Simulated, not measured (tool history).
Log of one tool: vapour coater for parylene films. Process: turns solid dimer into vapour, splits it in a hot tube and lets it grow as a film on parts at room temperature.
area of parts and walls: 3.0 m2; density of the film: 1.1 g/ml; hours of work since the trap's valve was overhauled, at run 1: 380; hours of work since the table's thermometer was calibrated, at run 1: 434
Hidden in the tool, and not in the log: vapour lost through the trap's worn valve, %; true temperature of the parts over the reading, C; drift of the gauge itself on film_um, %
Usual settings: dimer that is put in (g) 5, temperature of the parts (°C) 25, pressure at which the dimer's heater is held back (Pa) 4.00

run,hour,dimer that is put in (g),temperature of the parts (°C),pressure at which the dimer's heater is held back (Pa),hours of work since the trap's valve was overhauled,hours of work since the table's thermometer was calibrated,thickness of the film (um)
1,0.0,5,25,4.00,380,434,1.04
2,37.0,5,25,4.00,404,458,1.05
# hour 89.7: trap's valve overhauled
3,89.7,5,25,4.00,0,490,1.21
4,131.0,5,25,4.00,27,517,1.18
5,165.3,5,25,4.00,49,539,1.11
6,211.8,5,25,4.00,79,569,1.18
7,246.9,5,25,4.00,102,592,1.16
8,271.0,9,25,5.29,118,608,1.92
9,311.2,5,25,3.12,144,634,1.23
10,347.3,5,25,3.12,167,657,1.20
11,369.3,5,26,3.12,182,671,1.12
12,401.9,7,18,4.00,203,693,1.92
13,427.2,7,18,4.00,219,709,1.87
14,461.2,9,23,4.00,241,731,2.21

3 ways to go on from here, each from the tool as it stands after run 14. What would each give?
A,490.4,9,23,10.18,260,750,?
B,490.4,2,25,4.00,260,750,?
C,490.4,5,25,3.81,260,750,?

run,thickness of the film (um)
A,1.72
B,0.41
C,1.09
Without the tool's hidden state the same runs would have given:
run,thickness of the film (um)
A,1.84
B,0.44
C,1.16
